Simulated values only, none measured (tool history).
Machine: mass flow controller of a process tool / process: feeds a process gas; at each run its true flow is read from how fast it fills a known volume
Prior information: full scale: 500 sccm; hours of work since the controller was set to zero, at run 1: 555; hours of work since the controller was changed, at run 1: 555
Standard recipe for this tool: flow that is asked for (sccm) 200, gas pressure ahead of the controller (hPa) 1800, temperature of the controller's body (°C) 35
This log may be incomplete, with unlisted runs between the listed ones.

run	hour	flow that is asked for (sccm)	gas pressure ahead of the controller (hPa)	temperature of the controller's body (°C)	hours of work since the controller was set to zero	hours of work since the controller was changed	true flow (%)
1	0	200	1800	35	555	555	99.8
2	86.4	200	1800	35	603	603	99.79
3	133.2	200	1800	35	629	629	99.68
4	174.2	200	1800	35	651	651	99.82
5	235.2	200	1800	35	685	685	99.82
6	308.8	200	1800	35	726	726	99.9
7	370.5	60	1800	35	760	760	100.35
8	422.7	60	1800	35	789	789	100.35
9	473.5	60	1800	35	817	817	100.33
10	552.2	60	1800	35	860	860	100.38
11	641.9	60	1800	35	910	910	100.43
12	692.3	200	1800	35	937	937	99.77
13	770.5	200	2120	35	981	981	99.82
14	834.1	200	2120	35	1016	1016	100
15	901	200	2120	35	1053	1053	100.01
16	978.6	200	2120	35	1096	1096	99.98
17	1066.1	200	1800	35	1144	1144	99.61
18	1136.1	200	1800	36	1183	1183	99.77
19	1202	200	1800	36	1219	1219	99.74
20	1251.6	200	1800	36	1246	1246	99.82
21	1335.8	200	1800	36	1293	1293	99.78
22	1404.4	200	1800	36	1331	1331	99.71
23	1477.2	200	2660	35	1371	1371	100.17
24	1569.3	200	1800	35	1422	1422	99.61
25	1644.7	200	1800	35	1463	1463	99.76
26	1716	200	1800	35	1503	1503	99.84
27	1797.3	253	1800	35	1548	1548	99.78
28	1840.1	447	1800	24	1571	1571	99.53
29	1881.4	320	2770	35	1594	1594	100.23
30	1941.3	320	2770	35	1627	1627	100.21
31	1979.5	320	2610	35	1648	1648	100.16
32	2061.9	62	2770	35	1694	1694	101.67
33	2149.3	62	2770	35	1742	1742	101.64
34	2216	140	2770	35	1779	1779	100.42
35	2290.4	140	2770	35	1820	1820	100.49
36	2329.3	150	1650	36	1841	1841	99.84
37	2390	150	1650	36	1875	1875	99.84
38	2455.1	200	2730	34	1911	1911	99.99
39	2515.1	468	1800	21	1944	1944	99.38
40	2601	404	2110	20	1991	1991	99.35
41	2666.7	404	2110	20	2028	2028	99.29
42	2733.6	404	2110	20	2065	2065	99.34
43	2772.5	395	1800	22	2086	2086	99.2
44	2834.2	113	2740	20	2120	2120	100.08
45	2893.3	112	2100	35	2153	2153	100.42
46	2980.7	484	1720	20	2201	2201	99.26
47	3066.6	119	1800	37	2249	2249	100.22
48	3157.5	88	2220	25	2299	2299	100.6
49	3212.1	414	1570	34	2329	2329	99.68

For some of the steps in true flow (%) from one run to the next: how much would appear even if the tool had no hidden state, given the settings, what came in and random variation, and how much remains for the hidden state plus any gauge scatter that the measured result and the result without hidden state don't share?
Hidden state present: flow at rest that the sensor doesn't see, % of full scale; true flow over the shown one, %; drift of the gauge itself on true_pct, %.
Run 31 -> 32: flow that is asked for (sccm) 320 -> 62, gas pressure ahead of the controller (hPa) 2610 -> 2770. true flow (%) +1.51: hidden state +2.01, all else -0.5.
Run 33 -> 34: flow that is asked for (sccm) 62 -> 140. true flow (%) -1.22: hidden state -1.42, all else +0.2.
Run 45 -> 46: flow that is asked for (sccm) 112 -> 484, gas pressure ahead of the controller (hPa) 2100 -> 1720, temperature of the controller's body (°C) 35 -> 20. true flow (%) -1.16: hidden state -1.36, all else +0.2.
Run 48 -> 49: flow that is asked for (sccm) 88 -> 414, gas pressure ahead of the controller (hPa) 2220 -> 1570, temperature of the controller's body (°C) 25 -> 34. true flow (%) -0.92: hidden state -1.89, all else +0.97.
